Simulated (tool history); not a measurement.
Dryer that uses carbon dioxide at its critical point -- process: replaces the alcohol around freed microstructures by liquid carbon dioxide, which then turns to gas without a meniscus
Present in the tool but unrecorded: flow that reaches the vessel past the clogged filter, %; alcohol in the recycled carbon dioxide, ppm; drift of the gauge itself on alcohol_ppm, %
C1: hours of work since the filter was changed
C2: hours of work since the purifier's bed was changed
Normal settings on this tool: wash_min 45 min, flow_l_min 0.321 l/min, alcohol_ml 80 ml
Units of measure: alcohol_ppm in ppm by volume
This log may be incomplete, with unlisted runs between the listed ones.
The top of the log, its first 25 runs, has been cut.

run 26 hour=379.7 | wash_min=29 flow_l_min=0.321 alcohol_ml=32 | C1=306 C2=796 | alcohol_ppm=662
run 27 hour=396.8 | wash_min=45 flow_l_min=0.299 alcohol_ml=105 | C1=318 C2=809 | alcohol_ppm=538
run 28 hour=406.3 | wash_min=45 flow_l_min=0.299 alcohol_ml=105 | C1=325 C2=816 | alcohol_ppm=508
run 29 hour=423.5 | wash_min=45 flow_l_min=0.299 alcohol_ml=105 | C1=338 C2=828 | alcohol_ppm=545
run 30 hour=437.7 | wash_min=45 flow_l_min=0.299 alcohol_ml=105 | C1=348 C2=839 | alcohol_ppm=557
run 31 hour=456.7 | wash_min=58 flow_l_min=0.321 alcohol_ml=74 | C1=362 C2=853 | alcohol_ppm=164
run 32 hour=465.4 | wash_min=33 flow_l_min=0.520 alcohol_ml=46 | C1=368 C2=859 | alcohol_ppm=180
run 33 hour=479.8 | wash_min=33 flow_l_min=0.520 alcohol_ml=46 | C1=379 C2=869 | alcohol_ppm=183
run 34 hour=496.0 | wash_min=54 flow_l_min=0.255 alcohol_ml=46 | C1=391 C2=881 | alcohol_ppm=291
run 35 hour=510.8 | wash_min=54 flow_l_min=0.255 alcohol_ml=46 | C1=402 C2=892 | alcohol_ppm=298
run 36 hour=530.8 | wash_min=32 flow_l_min=0.284 alcohol_ml=87 | C1=416 C2=907 | alcohol_ppm=1935
run 37 hour=544.3 | wash_min=32 flow_l_min=0.284 alcohol_ml=87 | C1=426 C2=917 | alcohol_ppm=1952
run 38 hour=557.2 | wash_min=28 flow_l_min=0.321 alcohol_ml=71 | C1=436 C2=926 | alcohol_ppm=1711
run 39 hour=575.2 | wash_min=30 flow_l_min=0.444 alcohol_ml=71 | C1=449 C2=939 | alcohol_ppm=508
run 40 hour=593.6 | wash_min=30 flow_l_min=0.444 alcohol_ml=71 | C1=462 C2=953 | alcohol_ppm=513
run 41 hour=609.7 | wash_min=35 flow_l_min=0.222 alcohol_ml=80 | C1=474 C2=964 | alcohol_ppm=2823
run 42 hour=624.6 | wash_min=35 flow_l_min=0.222 alcohol_ml=80 | C1=485 C2=975 | alcohol_ppm=2964
run 43 hour=641.9 | wash_min=35 flow_l_min=0.541 alcohol_ml=61 | C1=497 C2=988 | alcohol_ppm=193
run 44 hour=659.2 | wash_min=35 flow_l_min=0.541 alcohol_ml=61 | C1=510 C2=1001 | alcohol_ppm=204
run 45 hour=673.9 | wash_min=35 flow_l_min=0.541 alcohol_ml=61 | C1=521 C2=1011 | alcohol_ppm=202
run 46 hour=691.4 | wash_min=35 flow_l_min=0.541 alcohol_ml=61 | C1=534 C2=1024 | alcohol_ppm=202

4 options for the next run, each taken on its own from the tool as it stands now. Forecast them:
run A hour=700.3 | wash_min=29 flow_l_min=0.541 alcohol_ml=61 | C1=540 C2=1031 | alcohol_ppm=?
run B hour=700.3 | wash_min=45 flow_l_min=0.203 alcohol_ml=80 | C1=540 C2=1031 | alcohol_ppm=?
run C hour=700.3 | wash_min=40 flow_l_min=0.284 alcohol_ml=80 | C1=540 C2=1031 | alcohol_ppm=?
run D hour=700.3 | wash_min=35 flow_l_min=0.321 alcohol_ml=33 | C1=540 C2=1031 | alcohol_ppm=?

run=A alcohol_ppm=324
run=B alcohol_ppm=2035
run=C alcohol_ppm=1059
run=D alcohol_ppm=530
The same runs, with their run-to-run variation unchanged, on a tool lacking any hidden condition would have given:
run=A alcohol_ppm=61
run=B alcohol_ppm=988
run=C alcohol_ppm=421
run=D alcohol_ppm=184
